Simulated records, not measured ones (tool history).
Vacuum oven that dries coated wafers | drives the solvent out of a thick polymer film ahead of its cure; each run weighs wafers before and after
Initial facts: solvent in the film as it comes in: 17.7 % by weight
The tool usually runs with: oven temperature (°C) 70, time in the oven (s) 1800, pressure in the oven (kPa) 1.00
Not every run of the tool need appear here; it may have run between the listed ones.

{"run": 1, "hour": 0.0, "oven temperature (°C)": 70, "time in the oven (s)": 1800, "pressure in the oven (kPa)": 1.0, "solvent left in the film (%)": 1.19}
{"run": 2, "hour": 6.4, "oven temperature (°C)": 70, "time in the oven (s)": 1800, "pressure in the oven (kPa)": 2.12, "solvent left in the film (%)": 1.62}
{"run": 3, "hour": 14.4, "oven temperature (°C)": 70, "time in the oven (s)": 1800, "pressure in the oven (kPa)": 2.12, "solvent left in the film (%)": 1.64}
{"run": 4, "hour": 20.7, "oven temperature (°C)": 70, "time in the oven (s)": 1800, "pressure in the oven (kPa)": 2.12, "solvent left in the film (%)": 1.63}
{"run": 5, "hour": 29.4, "oven temperature (°C)": 70, "time in the oven (s)": 1800, "pressure in the oven (kPa)": 2.12, "solvent left in the film (%)": 1.63}
{"run": 6, "hour": 37.7, "oven temperature (°C)": 70, "time in the oven (s)": 1800, "pressure in the oven (kPa)": 1.0, "solvent left in the film (%)": 1.21}
{"run": 7, "hour": 44.5, "oven temperature (°C)": 70, "time in the oven (s)": 1800, "pressure in the oven (kPa)": 1.0, "solvent left in the film (%)": 1.19}
{"run": 8, "hour": 50.4, "oven temperature (°C)": 70, "time in the oven (s)": 1800, "pressure in the oven (kPa)": 1.0, "solvent left in the film (%)": 1.21}
{"run": 9, "hour": 56.6, "oven temperature (°C)": 70, "time in the oven (s)": 1800, "pressure in the oven (kPa)": 1.0, "solvent left in the film (%)": 1.18}
{"run": 10, "hour": 62.8, "oven temperature (°C)": 70, "time in the oven (s)": 1800, "pressure in the oven (kPa)": 1.0, "solvent left in the film (%)": 1.18}
{"run": 11, "hour": 69.1, "oven temperature (°C)": 70, "time in the oven (s)": 1800, "pressure in the oven (kPa)": 1.0, "solvent left in the film (%)": 1.21}
{"run": 12, "hour": 78.3, "oven temperature (°C)": 70, "time in the oven (s)": 1800, "pressure in the oven (kPa)": 1.0, "solvent left in the film (%)": 1.19}
{"run": 13, "hour": 88.0, "oven temperature (°C)": 74, "time in the oven (s)": 1560, "pressure in the oven (kPa)": 2.15, "solvent left in the film (%)": 1.24}
{"run": 14, "hour": 94.6, "oven temperature (°C)": 74, "time in the oven (s)": 1560, "pressure in the oven (kPa)": 2.15, "solvent left in the film (%)": 1.21}
{"run": 15, "hour": 106.7, "oven temperature (°C)": 74, "time in the oven (s)": 1560, "pressure in the oven (kPa)": 2.15, "solvent left in the film (%)": 1.23}
{"run": 16, "hour": 113.2, "oven temperature (°C)": 74, "time in the oven (s)": 1560, "pressure in the oven (kPa)": 2.15, "solvent left in the film (%)": 1.2}
{"run": 17, "hour": 121.9, "oven temperature (°C)": 74, "time in the oven (s)": 1560, "pressure in the oven (kPa)": 2.15, "solvent left in the film (%)": 1.23}
{"run": 18, "hour": 130.6, "oven temperature (°C)": 74, "time in the oven (s)": 1740, "pressure in the oven (kPa)": 2.3, "solvent left in the film (%)": 1.13}
{"run": 19, "hour": 135.8, "oven temperature (°C)": 57, "time in the oven (s)": 1800, "pressure in the oven (kPa)": 1.0, "solvent left in the film (%)": 5.27}
{"run": 20, "hour": 144.9, "oven temperature (°C)": 57, "time in the oven (s)": 1140, "pressure in the oven (kPa)": 2.79, "solvent left in the film (%)": 8.34}
{"run": 21, "hour": 150.1, "oven temperature (°C)": 57, "time in the oven (s)": 1140, "pressure in the oven (kPa)": 2.79, "solvent left in the film (%)": 8.31}

5 ways to go on from here, each from the tool as it stands after run 21. What would each give?
{"run": "A", "hour": 160.4, "oven temperature (°C)": 68, "time in the oven (s)": 2820, "pressure in the oven (kPa)": 1.7, "solvent left in the film (%)": "?"}
{"run": "B", "hour": 160.4, "oven temperature (°C)": 59, "time in the oven (s)": 1800, "pressure in the oven (kPa)": 1.0, "solvent left in the film (%)": "?"}
{"run": "C", "hour": 160.4, "oven temperature (°C)": 55, "time in the oven (s)": 1140, "pressure in the oven (kPa)": 1.08, "solvent left in the film (%)": "?"}
{"run": "D", "hour": 160.4, "oven temperature (°C)": 78, "time in the oven (s)": 2280, "pressure in the oven (kPa)": 2.44, "solvent left in the film (%)": "?"}
{"run": "E", "hour": 160.4, "oven temperature (°C)": 62, "time in the oven (s)": 1020, "pressure in the oven (kPa)": 0.83, "solvent left in the film (%)": "?"}

run=A solvent_left_in_the_film_(%)=1.03
run=B solvent_left_in_the_film_(%)=4.51
run=C solvent_left_in_the_film_(%)=8.36
run=D solvent_left_in_the_film_(%)=0.71
run=E solvent_left_in_the_film_(%)=6.14
Had the tool no hidden state, the same runs would have come out as:
run=A solvent_left_in_the_film_(%)=1.04
run=B solvent_left_in_the_film_(%)=4.52
run=C solvent_left_in_the_film_(%)=8.37
run=D solvent_left_in_the_film_(%)=0.71
run=E solvent_left_in_the_film_(%)=6.15
